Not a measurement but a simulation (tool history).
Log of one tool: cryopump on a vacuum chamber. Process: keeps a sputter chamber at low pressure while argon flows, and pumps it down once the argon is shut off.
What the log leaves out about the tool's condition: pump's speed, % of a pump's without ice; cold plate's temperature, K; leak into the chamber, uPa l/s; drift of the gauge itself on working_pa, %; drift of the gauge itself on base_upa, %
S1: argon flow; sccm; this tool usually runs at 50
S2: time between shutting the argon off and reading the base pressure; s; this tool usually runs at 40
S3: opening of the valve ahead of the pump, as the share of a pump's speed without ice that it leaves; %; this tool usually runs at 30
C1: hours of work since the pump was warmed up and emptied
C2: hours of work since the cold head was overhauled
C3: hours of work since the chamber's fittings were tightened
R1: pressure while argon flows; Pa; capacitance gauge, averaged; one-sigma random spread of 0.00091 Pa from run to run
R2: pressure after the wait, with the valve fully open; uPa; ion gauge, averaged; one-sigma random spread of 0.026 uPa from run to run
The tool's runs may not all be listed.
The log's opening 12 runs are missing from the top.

run	hour	S1	S2	S3	C1	C2	C3	R1	R2
13	419.3	29	40	30	720	720	1834	0.1207	1.75
14	444.5	50	40	30	741	741	1855	0.208	1.75
15	466.1	50	40	30	759	759	1872	0.2109	1.78
16	498.4	50	40	30	786	786	1899	0.2099	1.81
17	541.9	50	40	30	822	822	1935	0.2113	1.84
18	570.3	50	40	17	845	845	1959	0.3559	1.86
19	613.5	65	40	30	881	881	1994	0.2772	1.91
20	655.1	65	40	30	915	915	2029	0.2805	1.91
21	676.5	63	40	19	933	933	2047	0.4137	1.9
22	700.5	63	40	19	953	953	2067	0.4109	1.82
# hour 735.7: pump warmed up, emptied and cooled again
23	746.6	90	61	57	9	987	2101	0.1819	1.33
24	778.8	90	61	57	36	1014	2127	0.183	1.31
25	805.6	90	61	57	58	1036	2149	0.1837	1.29
26	848.6	91	158	28	94	1071	2185	0.3744	0.96
27	875.2	46	40	36	116	1093	2207	0.148	1.67
28	918.2	66	114	32	151	1129	2243	0.239	1.04
29	963	66	114	59	188	1166	2280	0.1341	1.08
30	988.1	98	194	26	209	1187	2301	0.4383	0.94
31	1024.3	50	40	46	239	1217	2331	0.1298	1.73
32	1065.1	50	40	46	273	1251	2364	0.1292	1.76
33	1085.9	25	35	20	290	1268	2381	0.1469	1.91
34	1111.2	25	35	20	311	1289	2402	0.1462	1.87

Forecast each of these 3 alternatives for the next run:
A	1135.9	25	26	27	331	1309	2423	?	?
B	1135.9	25	247	20	331	1309	2423	?	?
C	1135.9	50	86	30	331	1309	2423	?	?

run	R1	R2
A	0.109	2.29
B	0.1476	1.01
C	0.1979	1.32
What these runs would have given with no unlogged condition in the tool:
run	R1	R2
A	0.1048	1.62
B	0.1434	0.33
C	0.1896	0.65

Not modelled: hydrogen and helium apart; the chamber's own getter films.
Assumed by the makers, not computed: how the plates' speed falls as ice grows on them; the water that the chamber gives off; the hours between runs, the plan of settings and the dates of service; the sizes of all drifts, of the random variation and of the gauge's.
